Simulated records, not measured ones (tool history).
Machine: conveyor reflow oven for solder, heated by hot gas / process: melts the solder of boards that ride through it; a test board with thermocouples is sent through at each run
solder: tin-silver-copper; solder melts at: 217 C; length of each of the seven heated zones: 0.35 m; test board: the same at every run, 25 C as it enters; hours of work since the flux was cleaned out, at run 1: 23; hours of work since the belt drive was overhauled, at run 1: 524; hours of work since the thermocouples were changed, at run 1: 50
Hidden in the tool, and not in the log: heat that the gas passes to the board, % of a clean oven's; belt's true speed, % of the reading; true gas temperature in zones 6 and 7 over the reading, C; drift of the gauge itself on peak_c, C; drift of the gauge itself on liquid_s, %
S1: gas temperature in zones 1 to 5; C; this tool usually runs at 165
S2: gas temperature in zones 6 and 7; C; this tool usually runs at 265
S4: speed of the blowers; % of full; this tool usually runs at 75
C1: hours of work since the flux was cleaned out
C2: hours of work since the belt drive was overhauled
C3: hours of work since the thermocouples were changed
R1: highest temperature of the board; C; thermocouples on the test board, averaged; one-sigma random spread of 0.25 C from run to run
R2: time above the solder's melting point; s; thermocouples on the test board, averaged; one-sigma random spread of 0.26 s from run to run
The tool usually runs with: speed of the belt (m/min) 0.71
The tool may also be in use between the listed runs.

run 1 hour=0 | S1=165 S2=265 speed_of_the_belt_(m/min)=0.71 S4=75 | C1=23 C2=524 C3=50 | R1=242.4 R2=34.2
run 2 hour=42.7 | S1=165 S2=274 speed_of_the_belt_(m/min)=0.71 S4=75 | C1=44 C2=545 C3=71 | R1=249.9 R2=39.2
run 3 hour=86.6 | S1=165 S2=265 speed_of_the_belt_(m/min)=0.71 S4=75 | C1=66 C2=567 C3=93 | R1=242 R2=33.9
run 4 hour=129.4 | S1=165 S2=265 speed_of_the_belt_(m/min)=0.813 S4=75 | C1=88 C2=589 C3=115 | R1=236.9 R2=24.5
run 5 hour=166.7 | S1=165 S2=265 speed_of_the_belt_(m/min)=0.813 S4=88 | C1=106 C2=607 C3=134 | R1=239.6 R2=27.3
run 6 hour=204.5 | S1=155 S2=263 speed_of_the_belt_(m/min)=0.743 S4=75 | C1=125 C2=626 C3=152 | R1=236.9 R2=25.8
run 7 hour=245.6 | S1=155 S2=263 speed_of_the_belt_(m/min)=0.743 S4=75 | C1=146 C2=647 C3=173 | R1=236.5 R2=25.7
run 8 hour=276.9 | S1=170 S2=275 speed_of_the_belt_(m/min)=0.71 S4=75 | C1=162 C2=663 C3=189 | R1=251.6 R2=41.8
run 9 hour=307.8 | S1=170 S2=275 speed_of_the_belt_(m/min)=0.71 S4=75 | C1=177 C2=678 C3=204 | R1=251.7 R2=41.2

The next listed run, before its measurement:
run 10 hour=331.8 | S1=165 S2=265 speed_of_the_belt_(m/min)=0.71 S4=71 | C1=189 C2=690 C3=216 | R1=? R2=?

{"run 10": {"R1": 241.4, "R2": 32.6}}
Had the tool carried no hidden state, the very same run would have given R1 241.4 C, R2 32.7 s.
